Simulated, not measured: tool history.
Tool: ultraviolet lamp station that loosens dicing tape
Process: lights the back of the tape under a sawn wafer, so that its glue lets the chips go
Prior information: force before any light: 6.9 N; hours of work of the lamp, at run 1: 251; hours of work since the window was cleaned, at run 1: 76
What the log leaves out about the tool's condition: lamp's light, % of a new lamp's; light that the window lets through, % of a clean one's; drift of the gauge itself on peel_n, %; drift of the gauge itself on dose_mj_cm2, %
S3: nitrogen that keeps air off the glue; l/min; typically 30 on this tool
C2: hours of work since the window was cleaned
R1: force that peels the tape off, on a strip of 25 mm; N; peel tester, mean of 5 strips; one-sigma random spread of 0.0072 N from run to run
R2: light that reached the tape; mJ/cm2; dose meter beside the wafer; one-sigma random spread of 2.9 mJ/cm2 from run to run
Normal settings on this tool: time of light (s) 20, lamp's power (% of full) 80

{"run": 1, "hour": 0.0, "time of light (s)": 20, "lamp's power (% of full)": 80, "S3": 30, "hours of work of the lamp": 251, "C2": 76, "R1": 0.38, "R2": 374}
{"run": 2, "hour": 17.3, "time of light (s)": 20, "lamp's power (% of full)": 81, "S3": 30, "hours of work of the lamp": 265, "C2": 89, "R1": 0.363, "R2": 372}
{"run": 3, "hour": 35.4, "time of light (s)": 20, "lamp's power (% of full)": 98, "S3": 30, "hours of work of the lamp": 278, "C2": 103, "R1": 0.23, "R2": 449}
{"run": 4, "hour": 59.3, "time of light (s)": 25, "lamp's power (% of full)": 80, "S3": 30, "hours of work of the lamp": 297, "C2": 121, "R1": 0.229, "R2": 442}
{"run": 5, "hour": 88.5, "time of light (s)": 25, "lamp's power (% of full)": 80, "S3": 30, "hours of work of the lamp": 319, "C2": 144, "R1": 0.247, "R2": 433}
{"run": 6, "hour": 118.2, "time of light (s)": 20, "lamp's power (% of full)": 80, "S3": 30, "hours of work of the lamp": 342, "C2": 166, "R1": 0.481, "R2": 331}
{"run": 7, "hour": 148.6, "time of light (s)": 14, "lamp's power (% of full)": 80, "S3": 30, "hours of work of the lamp": 365, "C2": 190, "R1": 1.063, "R2": 233}
{"hour": 167.2, "done": "window cleaned of glue's vapour"}
{"run": 8, "hour": 173.5, "time of light (s)": 17, "lamp's power (% of full)": 80, "S3": 30, "hours of work of the lamp": 384, "C2": 5, "R1": 0.5, "R2": 327}
{"run": 9, "hour": 200.8, "time of light (s)": 17, "lamp's power (% of full)": 80, "S3": 30, "hours of work of the lamp": 404, "C2": 26, "R1": 0.501, "R2": 326}
{"run": 10, "hour": 214.0, "time of light (s)": 20, "lamp's power (% of full)": 80, "S3": 30, "hours of work of the lamp": 414, "C2": 36, "R1": 0.38, "R2": 377}
{"run": 11, "hour": 237.1, "time of light (s)": 20, "lamp's power (% of full)": 80, "S3": 30, "hours of work of the lamp": 432, "C2": 53, "R1": 0.396, "R2": 363}
{"run": 12, "hour": 258.6, "time of light (s)": 20, "lamp's power (% of full)": 72, "S3": 30, "hours of work of the lamp": 449, "C2": 70, "R1": 0.52, "R2": 318}
{"run": 13, "hour": 281.1, "time of light (s)": 20, "lamp's power (% of full)": 87, "S3": 30, "hours of work of the lamp": 466, "C2": 87, "R1": 0.333, "R2": 384}
{"run": 14, "hour": 305.2, "time of light (s)": 20, "lamp's power (% of full)": 87, "S3": 30, "hours of work of the lamp": 484, "C2": 105, "R1": 0.373, "R2": 373}
{"run": 15, "hour": 322.6, "time of light (s)": 20, "lamp's power (% of full)": 87, "S3": 30, "hours of work of the lamp": 497, "C2": 119, "R1": 0.387, "R2": 365}
{"run": 16, "hour": 346.9, "time of light (s)": 19, "lamp's power (% of full)": 73, "S3": 30, "hours of work of the lamp": 516, "C2": 137, "R1": 0.704, "R2": 293}
{"run": 17, "hour": 370.5, "time of light (s)": 27, "lamp's power (% of full)": 80, "S3": 30, "hours of work of the lamp": 534, "C2": 155, "R1": 0.233, "R2": 434}
{"run": 18, "hour": 388.8, "time of light (s)": 31, "lamp's power (% of full)": 83, "S3": 10, "hours of work of the lamp": 548, "C2": 169, "R1": 0.358, "R2": 508}
{"run": 19, "hour": 414.1, "time of light (s)": 27, "lamp's power (% of full)": 78, "S3": 10, "hours of work of the lamp": 567, "C2": 189, "R1": 0.647, "R2": 403}
{"hour": 434.7, "done": "window cleaned of glue's vapour"}
{"run": 20, "hour": 441.6, "time of light (s)": 27, "lamp's power (% of full)": 78, "S3": 10, "hours of work of the lamp": 588, "C2": 5, "R1": 0.412, "R2": 482}
{"run": 21, "hour": 470.7, "time of light (s)": 26, "lamp's power (% of full)": 92, "S3": 15, "hours of work of the lamp": 610, "C2": 27, "R1": 0.234, "R2": 533}
{"run": 22, "hour": 486.5, "time of light (s)": 26, "lamp's power (% of full)": 92, "S3": 15, "hours of work of the lamp": 622, "C2": 40, "R1": 0.247, "R2": 532}
{"run": 23, "hour": 502.1, "time of light (s)": 35, "lamp's power (% of full)": 92, "S3": 30, "hours of work of the lamp": 634, "C2": 52, "R1": 0.069, "R2": 697}
{"run": 24, "hour": 523.3, "time of light (s)": 38, "lamp's power (% of full)": 61, "S3": 9, "hours of work of the lamp": 651, "C2": 68, "R1": 0.44, "R2": 497}
{"run": 25, "hour": 547.2, "time of light (s)": 14, "lamp's power (% of full)": 95, "S3": 30, "hours of work of the lamp": 669, "C2": 86, "R1": 0.736, "R2": 279}
{"run": 26, "hour": 563.3, "time of light (s)": 40, "lamp's power (% of full)": 69, "S3": 55, "hours of work of the lamp": 681, "C2": 98, "R1": 0.087, "R2": 573}
{"run": 27, "hour": 588.1, "time of light (s)": 40, "lamp's power (% of full)": 69, "S3": 55, "hours of work of the lamp": 700, "C2": 117, "R1": 0.082, "R2": 559}
{"run": 28, "hour": 617.3, "time of light (s)": 24, "lamp's power (% of full)": 60, "S3": 30, "hours of work of the lamp": 722, "C2": 139, "R1": 0.706, "R2": 283}
{"run": 29, "hour": 631.9, "time of light (s)": 20, "lamp's power (% of full)": 80, "S3": 15, "hours of work of the lamp": 733, "C2": 151, "R1": 0.88, "R2": 307}
{"run": 30, "hour": 661.2, "time of light (s)": 36, "lamp's power (% of full)": 75, "S3": 48, "hours of work of the lamp": 756, "C2": 173, "R1": 0.112, "R2": 508}

Measured minus without-hidden-state, run by run (identical run-to-run variation in each term; gauge scatter may differ):
run=1 R1=+0.109 R2=-50
run=2 R1=+0.117 R2=-56
run=3 R1=+0.086 R2=-77
run=4 R1=+0.091 R2=-88
run=5 R1=+0.109 R2=-100
run=6 R1=+0.225 R2=-90
run=7 R1=+0.443 R2=-70
run=8 R1=+0.101 R2=-30
run=9 R1=+0.124 R2=-39
run=10 R1=+0.108 R2=-51
run=11 R1=+0.129 R2=-58
run=12 R1=+0.178 R2=-57
run=13 R1=+0.135 R2=-79
run=14 R1=+0.163 R2=-88
run=15 R1=+0.179 R2=-93
run=16 R1=+0.318 R2=-81
run=17 R1=+0.123 R2=-137
run=18 R1=+0.198 R2=-173
run=19 R1=+0.354 R2=-150
run=20 R1=+0.133 R2=-75
run=21 R1=+0.088 R2=-98
run=22 R1=+0.094 R2=-106
run=23 R1=+0.014 R2=-151
run=24 R1=+0.192 R2=-119
run=25 R1=+0.316 R2=-74
run=26 R1=+0.025 R2=-164
run=27 R1=+0.029 R2=-177
run=28 R1=+0.37 R2=-100
run=29 R1=+0.452 R2=-114
run=30 R1=+0.056 R2=-210
